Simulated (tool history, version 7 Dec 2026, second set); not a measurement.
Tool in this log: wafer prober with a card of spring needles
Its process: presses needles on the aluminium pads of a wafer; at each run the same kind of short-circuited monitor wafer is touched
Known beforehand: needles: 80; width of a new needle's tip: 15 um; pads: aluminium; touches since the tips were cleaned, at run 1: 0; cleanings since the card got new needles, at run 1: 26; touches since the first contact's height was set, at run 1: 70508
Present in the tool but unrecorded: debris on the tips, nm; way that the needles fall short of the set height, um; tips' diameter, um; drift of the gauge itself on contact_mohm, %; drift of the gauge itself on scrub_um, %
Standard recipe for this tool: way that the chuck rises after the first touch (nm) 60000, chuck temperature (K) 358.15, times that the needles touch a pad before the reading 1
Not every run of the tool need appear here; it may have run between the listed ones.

run	hour	way that the chuck rises after the first touch (nm)	chuck temperature (K)	times that the needles touch a pad before the reading	touches since the tips were cleaned	cleanings since the card got new needles	touches since the first contact's height was set	resistance of one needle with its contact and lead (mohm)	way that a needle slides on the pad (nm)
1	0.0	60000	358.15	1	0	26	70508	224	12220
# hour 7.6: tips cleaned on abrasive film
2	9.1	60000	358.15	1	529	27	73618	221	12110
# hour 15.0: tips cleaned on abrasive film
3	17.9	60000	358.15	1	976	28	76624	219	12130
# hour 22.9: tips cleaned on abrasive film
4	26.6	60000	358.15	1	1302	29	79632	223	12180
# hour 30.3: tips cleaned on abrasive film
5	35.6	60000	358.15	1	1833	30	82684	225	12060
# hour 37.9: tips cleaned on abrasive film
6	41.0	60000	358.15	1	1072	31	84543	223	11960
# hour 45.8: tips cleaned on abrasive film
7	48.5	60000	358.15	1	942	32	87093	221	12050
# hour 53.1: tips cleaned on abrasive film
8	55.1	60000	358.15	1	698	33	89362	221	12190
# hour 60.4: tips cleaned on abrasive film
9	65.8	60000	358.15	1	1879	34	93014	222	12060
# hour 68.5: tips cleaned on abrasive film
10	70.4	60000	348.15	1	657	35	94581	220	12150
# hour 75.8: tips cleaned on abrasive film
11	78.5	60000	348.15	1	934	36	97336	219	12020
# hour 83.2: tips cleaned on abrasive film
12	84.2	60000	348.15	1	345	37	99291	219	12070
# hour 90.5: tips cleaned on abrasive film
13	94.0	60000	358.15	2	1203	38	102648	222	12060
# hour 98.4: tips cleaned on abrasive film
14	104.0	60000	358.15	2	1929	39	106058	220	12300
# hour 105.8: tips cleaned on abrasive film
# hour 113.6: tips cleaned on abrasive film
15	114.6	60000	358.15	2	372	41	109684	222	12110
# hour 121.2: tips cleaned on abrasive film
16	122.0	43000	358.15	2	287	42	112216	223	8810
# hour 129.0: tips cleaned on abrasive film
17	130.4	50000	358.15	1	481	43	115061	225	10090
18	135.3	60000	326.15	1	2182	43	116762	215	12090
# hour 136.2: tips cleaned on abrasive film
# hour 143.7: tips cleaned on abrasive film
19	143.7	60000	326.15	1	0	45	119618	214	12080
# hour 151.2: tips cleaned on abrasive film
20	153.1	72000	299.15	1	677	46	122836	209	14330
# hour 158.5: tips cleaned on abrasive film
21	158.5	60000	358.15	1	0	47	124684	223	12170
22	165.4	44000	358.15	1	2381	47	127065	228	9020
# hour 166.3: tips cleaned on abrasive film
23	171.5	60000	336.15	1	1810	48	129143	214	11980

What does the tool deliver on the next run?
# hour 174.1: tips cleaned on abrasive film
# hour 181.4: tips cleaned on abrasive film
24	181.8	79000	358.15	2	136	50	132627	?	?

{"run 24": {"resistance of one needle with its contact and lead (mohm)": 219, "way that a needle slides on the pad (nm)": 15930}}
Minus the tool's unlogged condition, the same run would have read resistance of one needle with its contact and lead (mohm) 219, way that a needle slides on the pad (nm) 15960.

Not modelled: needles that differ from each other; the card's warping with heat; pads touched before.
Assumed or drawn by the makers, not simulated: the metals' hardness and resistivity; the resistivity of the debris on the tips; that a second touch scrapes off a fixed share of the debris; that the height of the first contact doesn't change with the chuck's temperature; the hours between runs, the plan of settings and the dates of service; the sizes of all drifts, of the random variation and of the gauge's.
